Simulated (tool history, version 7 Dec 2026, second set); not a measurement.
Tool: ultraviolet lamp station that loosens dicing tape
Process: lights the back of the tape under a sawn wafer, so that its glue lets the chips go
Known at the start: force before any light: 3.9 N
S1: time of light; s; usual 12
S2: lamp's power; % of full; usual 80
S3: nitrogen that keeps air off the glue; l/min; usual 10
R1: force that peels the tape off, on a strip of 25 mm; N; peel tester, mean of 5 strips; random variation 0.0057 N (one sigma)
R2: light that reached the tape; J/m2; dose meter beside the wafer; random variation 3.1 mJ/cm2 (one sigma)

run,hour,S1,S2,S3,R1,R2
1,0.0,12,80,10,0.219,3720
2,14.7,12,80,10,0.238,3700
3,34.9,12,80,10,0.229,3720
4,56.7,12,80,6,0.329,3700
5,72.4,12,80,10,0.241,3670
6,92.5,12,80,10,0.236,3670
7,111.0,12,73,10,0.291,3330
8,126.6,12,73,10,0.310,3280
9,141.4,12,73,10,0.293,3330
10,160.5,12,73,10,0.308,3270
11,180.9,12,80,10,0.249,3590
12,203.4,12,76,10,0.285,3330
13,221.9,12,80,10,0.243,3560
14,237.5,12,80,10,0.244,3480
15,248.6,12,80,10,0.263,3470
16,270.0,12,80,10,0.268,3490
17,285.1,12,80,10,0.270,3490
18,298.6,12,80,10,0.275,3440
19,318.6,12,80,10,0.266,3410
20,339.0,12,80,10,0.301,3250
21,354.9,12,80,10,0.323,3270
22,367.6,6,77,12,1.031,1550
23,386.5,10,89,10,0.373,2990
24,397.6,14,81,9,0.222,3830
25,422.8,12,91,10,0.129,4590
26,444.7,12,91,10,0.143,4620
27,467.0,10,74,12,0.303,3120
28,480.4,10,74,12,0.307,3090
29,491.3,7,66,5,1.112,1910
30,514.9,13,94,5,0.178,5110
31,534.1,13,90,4,0.235,4820
32,549.8,20,81,12,0.067,6680
33,560.2,7,80,6,0.741,2290
34,572.3,6,63,6,1.329,1570
35,588.6,10,63,10,0.500,2570
36,604.0,6,94,8,0.666,2240
37,627.3,6,94,8,0.704,2260
38,645.5,6,94,8,0.709,2230
39,668.7,6,81,8,0.902,1900
40,692.9,6,81,8,0.913,1950
41,706.1,6,81,8,0.933,1900
42,723.7,6,64,5,1.425,1490

Not shown: 2 entries that the log had between the listed runs. Between which runs, and how does the tool's hidden state differ before and after?
Between runs 19 and 20: window cleaned of glue's vapour (hour 323.3)
  lamp's light, % of a new lamp's: 88.3 -> 88.2; light that the window lets through, % of a clean one's: 83.7 -> 80
  measured less the result without the state, R1: +0.135 -> +0.166 N; R2: -1200 -> -1360 J/m2
Between runs 24 and 25: window cleaned of glue's vapour, once more (hour 422.8)
  lamp's light, % of a new lamp's: 87.7 -> 87.5; light that the window lets through, % of a clean one's: 79.2 -> 99.6
  measured less the result without the state, R1: +0.128 -> +0.034 N; R2: -1690 -> -680 J/m2
